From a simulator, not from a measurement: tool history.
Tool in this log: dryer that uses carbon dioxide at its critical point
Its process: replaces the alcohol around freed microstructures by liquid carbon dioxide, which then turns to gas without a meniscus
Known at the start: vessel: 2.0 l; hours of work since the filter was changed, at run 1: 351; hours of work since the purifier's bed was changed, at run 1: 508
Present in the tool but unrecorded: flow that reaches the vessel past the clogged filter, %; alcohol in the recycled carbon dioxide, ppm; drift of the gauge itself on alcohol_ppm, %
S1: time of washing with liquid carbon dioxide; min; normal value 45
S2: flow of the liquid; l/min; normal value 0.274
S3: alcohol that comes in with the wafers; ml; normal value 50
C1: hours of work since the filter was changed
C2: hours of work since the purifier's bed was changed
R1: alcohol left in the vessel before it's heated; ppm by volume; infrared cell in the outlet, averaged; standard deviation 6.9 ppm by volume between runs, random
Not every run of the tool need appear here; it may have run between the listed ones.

run     day  S1     S2  S3   C1   C2    R1
  1       0  45  0.274  50  351  508   566
  2   0.575  45  0.274  50  359  516   569
  3   1.062  45  0.274  61  366  523   654
  4   1.617  45  0.274  61  374  531   673
      1.783  -- inlet filter changed
  5   2.588  45  0.274  61   11  544   500
  6   3.342  45  0.274  61   22  555   516
  7   4.183  45  0.274  52   34  567   466
  8     4.9  45  0.274  52   45  577   457
  9   5.479  45  0.274  50   53  586   447
 10   6.054  45  0.274  50   61  594   475
 11   6.575  45  0.274  50   68  601   472
 12   7.417  45  0.274  50   80  613   478
 13    8.15  45  0.274  50   91  624   484
 14   8.721  45  0.274  50   99  632   483
 15   9.504  45  0.274  50  110  643   500
 16  10.342  45  0.274  50  122  655   507
 17  10.908  45  0.274  50  130  663   509
 18  11.504  45  0.274  50  139  672   507
 19  12.488  45  0.274  50  153  686   513
 20  13.183  45  0.274  50  163  696   529
 21  13.929  64  0.274  23  174  706   179
 22  14.733  44  0.194  23  185  718   827
 23  15.617  50  0.445  93  198  731   180
 24  16.296  32    0.4  78  207  740   631
 25  17.175  45  0.202  37  220  753  1077
 26  17.646  45  0.202  37  227  760  1098
 27  18.292  51  0.274  21  236  769   261
 28  19.221  51  0.274  21  249  782   262
 29  19.654  45  0.336  76  255  788   411
 30  20.112  45  0.274  32  262  795   431
 31  20.992  45  0.333  50  274  807   341
 32  21.704  45  0.333  50  285  818   335
 33  22.446  45  0.333  50  295  828   352
 34  23.221  54  0.206  33  306  839   633
 35  23.908  54  0.206  33  316  849   648
 36  24.629  37  0.206  28  326  859  1365
 37  25.304  30  0.314  38  336  869   992
 38  25.892  32  0.314  38  344  877   885

Below are 3 alternative next runs, each starting from the tool's condition after run 38. Predict each:
  A  26.321  45  0.248  50  351  884   ?
  B  26.321  68  0.314  31  351  884   ?
  C  26.321  42  0.314  36  351  884   ?

run   R1
  A  858
  B  198
  C  418
With the hidden condition removed and each run's random variation left untouched, the same runs would have given:
run   R1
  A  490
  B    7
  C  162

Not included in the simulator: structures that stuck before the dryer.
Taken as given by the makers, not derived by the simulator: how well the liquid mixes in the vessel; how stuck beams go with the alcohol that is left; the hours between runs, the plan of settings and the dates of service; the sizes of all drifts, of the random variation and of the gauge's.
